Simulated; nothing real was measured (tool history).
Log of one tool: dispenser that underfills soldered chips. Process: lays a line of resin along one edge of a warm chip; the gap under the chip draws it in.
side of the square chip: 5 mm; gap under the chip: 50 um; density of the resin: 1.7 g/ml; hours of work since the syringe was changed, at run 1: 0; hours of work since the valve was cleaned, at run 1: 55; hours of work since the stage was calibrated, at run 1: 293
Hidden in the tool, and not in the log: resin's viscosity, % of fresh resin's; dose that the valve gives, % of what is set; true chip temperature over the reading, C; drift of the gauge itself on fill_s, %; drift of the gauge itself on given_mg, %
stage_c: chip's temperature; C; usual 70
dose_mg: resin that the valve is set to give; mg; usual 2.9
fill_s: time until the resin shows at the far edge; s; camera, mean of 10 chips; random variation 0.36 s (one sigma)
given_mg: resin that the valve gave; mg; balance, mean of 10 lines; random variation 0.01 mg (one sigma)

run   hour  stage_c  dose_mg  hours of work since the syringe was changed  hours of work since the valve was cleaned  hours of work since the stage was calibrated  fill_s  given_mg
  1      0       70      2.9                                            0                                         55                                           293    22.7      2.83
  2    8.6       80      2.9                                            7                                         62                                           300    24.6      2.82
        11  -- new syringe of resin
  3   16.8       80      2.9                                            5                                         68                                           306    20.9       2.8
      19.3  -- dispensing valve cleaned and set on the balance
      23.6  -- new syringe of resin
  4   25.8       70      2.9                                            2                                          5                                           312    25.4      2.88
      34.9  -- new syringe of resin
  5   36.9       70      2.9                                            2                                         13                                           321    25.4      2.86
  6   43.2       70      2.9                                            7                                         18                                           326    39.9      2.89
      46.7  -- new syringe of resin
  7   55.3       59      2.9                                            7                                         28                                           335    74.5      2.85
      58.4  -- new syringe of resin
  8   62.3       70     2.84                                            3                                         33                                           340    29.3      2.79
      69.7  -- new syringe of resin
  9   75.2       70      2.9                                            4                                         43                                           350    32.7      2.84
      81.1  -- new syringe of resin
 10   82.7       70      2.9                                            1                                         49                                           356    26.1      2.83
      92.8  -- new syringe of resin
 11   94.8       70      2.9                                            2                                         58                                           365    25.1      2.82
 12  100.8       70     2.54                                            6                                         63                                           370      42      2.46
     104.4  -- new syringe of resin
     109.9  -- dispensing valve cleaned and set on the balance
 13  111.1       70     2.54                                            5                                          1                                           377    36.6      2.54
     116.8  -- new syringe of resin
 14  123.1       70     2.54                                            5                                         10                                           387    37.5      2.53
     127.8  -- new syringe of resin
 15  134.7       70     2.54                                            5                                         19                                           396    39.4      2.51
     139.2  -- new syringe of resin
 16    141       74     3.19                                            1                                         24                                           400    20.6      3.16
     150.8  -- new syringe of resin
 17  153.3       59     3.25                                            2                                         33                                           410    48.9      3.21
     161.8  -- new syringe of resin
 18  165.2       56     2.71                                            3                                         43                                           419      68      2.66
 19  171.8       74      2.9                                            8                                         48                                           424      38      2.84
     173.2  -- new syringe of resin
 20  183.8       83     3.63                                            8                                         57                                           433    24.2      3.54
     185.2  -- new syringe of resin
 21  189.9       83     3.63                                            4                                         62                                           438    15.3      3.53
     196.2  -- new syringe of resin
     200.7  -- dispensing valve cleaned and set on the balance
 22  203.4       79      3.5                                            5                                          2                                           448    21.5       3.5
     208.3  -- new syringe of resin
 23    211       73      3.5                                            2                                          8                                           453    22.5      3.46
 24  217.8       73      3.5                                            7                                         13                                           459    37.3      3.47
     220.2  -- new syringe of resin
 25  228.9       73      3.5                                            7                                         22                                           467    34.4      3.47

5 ways to go on from here, each from the tool as it stands after run 25. What would each give?
     231.6  -- new syringe of resin
  A   242       62     3.03                                            8                                         32                                           478       ?         ?
     231.6  -- new syringe of resin
  B   242       58      3.5                                            8                                         32                                           478       ?         ?
     231.6  -- new syringe of resin
  C   242       85     2.68                                            8                                         32                                           478       ?         ?
     231.6  -- new syringe of resin
  D   242       63      2.9                                            8                                         32                                           478       ?         ?
     231.6  -- new syringe of resin
  E   242       70     3.03                                            8                                         32                                           478       ?         ?

run  fill_s  given_mg
  A    73.8      2.98
  B    92.4      3.48
  C    22.8      2.63
  D    72.2      2.86
  E    48.4      2.99
Without the tool's hidden state the same runs would have given:
run  fill_s  given_mg
  A    31.4      3.03
  B    39.1      3.54
  C     9.9      2.68
  D      31      2.91
  E    21.1      3.04
